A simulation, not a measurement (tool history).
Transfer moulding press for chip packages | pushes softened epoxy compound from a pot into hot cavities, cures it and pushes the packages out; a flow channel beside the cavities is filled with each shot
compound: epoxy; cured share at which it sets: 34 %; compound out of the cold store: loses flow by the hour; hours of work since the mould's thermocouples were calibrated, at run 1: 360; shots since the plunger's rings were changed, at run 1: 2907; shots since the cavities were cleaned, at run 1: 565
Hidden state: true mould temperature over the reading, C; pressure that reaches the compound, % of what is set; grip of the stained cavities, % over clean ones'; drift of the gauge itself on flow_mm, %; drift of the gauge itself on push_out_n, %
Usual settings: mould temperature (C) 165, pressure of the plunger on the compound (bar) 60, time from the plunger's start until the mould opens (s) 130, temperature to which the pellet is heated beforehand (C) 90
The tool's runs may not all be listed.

run   hour  mould temperature (C)  pressure of the plunger on the compound (bar)  time from the plunger's start until the mould opens (s)  temperature to which the pellet is heated beforehand (C)  hours of work since the mould's thermocouples were calibrated  shots since the plunger's rings were changed  shots since the cavities were cleaned  incoming compound's hours out of the cold store  length that the compound runs in the flow channel (mm)  greatest force on the pins that push the packages out (N)
  1      0                    165                                             60                                                      130                                                        90                                                            360                                          2907                                    565                                             17.7                                                     671                                                        239
       4.6  -- cavities cleaned with cleaning compound and waxed
      57.1  -- cavities cleaned with cleaning compound and waxed
  2   60.4                    166                                             60                                                      130                                                        90                                                            404                                          3593                                     39                                             41.5                                                     621                                                        187
      80.1  -- mould's thermocouples calibrated
  3  103.1                    165                                             60                                                      130                                                        90                                                             18                                          4078                                    524                                             35.9                                                     634                                                        258
     111.5  -- cavities cleaned with cleaning compound and waxed
       131  -- plunger's sealing rings changed
  4  132.4                    165                                             60                                                      130                                                        90                                                             37                                            18                                    220                                             18.1                                                     688                                                        229
     158.7  -- cavities cleaned with cleaning compound and waxed, once more
  5  165.2                    165                                             60                                                      130                                                        90                                                             62                                           391                                     78                                             26.4                                                     666                                                        206
  6  205.6                    165                                             60                                                      130                                                        90                                                             93                                           873                                    560                                             42.6                                                     638                                                        254
     209.6  -- cavities cleaned with cleaning compound and waxed
  7  250.2                    165                                             60                                                      130                                                        90                                                            126                                          1388                                    485                                             42.1                                                     638                                                        241
     264.8  -- cavities cleaned with cleaning compound and waxed
  8  296.7                    165                                             60                                                      130                                                        88                                                            161                                          1925                                    381                                             11.3                                                     691                                                        243
     315.6  -- cavities cleaned with cleaning compound and waxed
  9  345.5                    165                                             60                                                      130                                                        88                                                            198                                          2490                                    358                                             10.1                                                     689                                                        241
     368.3  -- cavities cleaned with cleaning compound and waxed
 10  401.4                    165                                             60                                                      130                                                        90                                                            240                                          3138                                    394                                             29.3                                                     651                                                        237
     421.3  -- cavities cleaned with cleaning compound and waxed
 11  435.4                    172                                             60                                                      130                                                        90                                                            265                                          3527                                    168                                             23.5                                                     639                                                        187
 12  461.5                    172                                             60                                                      130                                                        90                                                            286                                          3839                                    480                                             39.4                                                     612                                                        209
       473  -- cavities cleaned with cleaning compound and waxed
 13  488.7                    172                                             60                                                      130                                                        90                                                            305                                          4145                                    187                                               31                                                     622                                                        194
     511.7  -- plunger's sealing rings changed
     526.6  -- cavities cleaned with cleaning compound and waxed
 14  548.4                    172                                             60                                                      130                                                        90                                                            349                                           421                                    261                                              9.8                                                     680                                                        189
     578.8  -- cavities cleaned with cleaning compound and waxed
 15  593.4                    172                                             60                                                      130                                                        90                                                            382                                           939                                    174                                             17.1                                                     662                                                        195
     631.4  -- cavities cleaned with cleaning compound and waxed
 16  633.4                    160                                           54.1                                                      114                                                        94                                                            412                                          1398                                     23                                             25.4                                                     647                                                        322

The next listed run, before its measurement:
     639.8  -- mould's thermocouples calibrated
 17  678.4                    172                                             60                                                      155                                                        92                                                             30                                          1912                                    537                                              9.7                                                       ?                                                          ?

Run 17 gave length that the compound runs in the flow channel (mm) 672, greatest force on the pins that push the packages out (N) 219.
Without the tool's hidden state the same run would have given length that the compound runs in the flow channel (mm) 682, greatest force on the pins that push the packages out (N) 164.
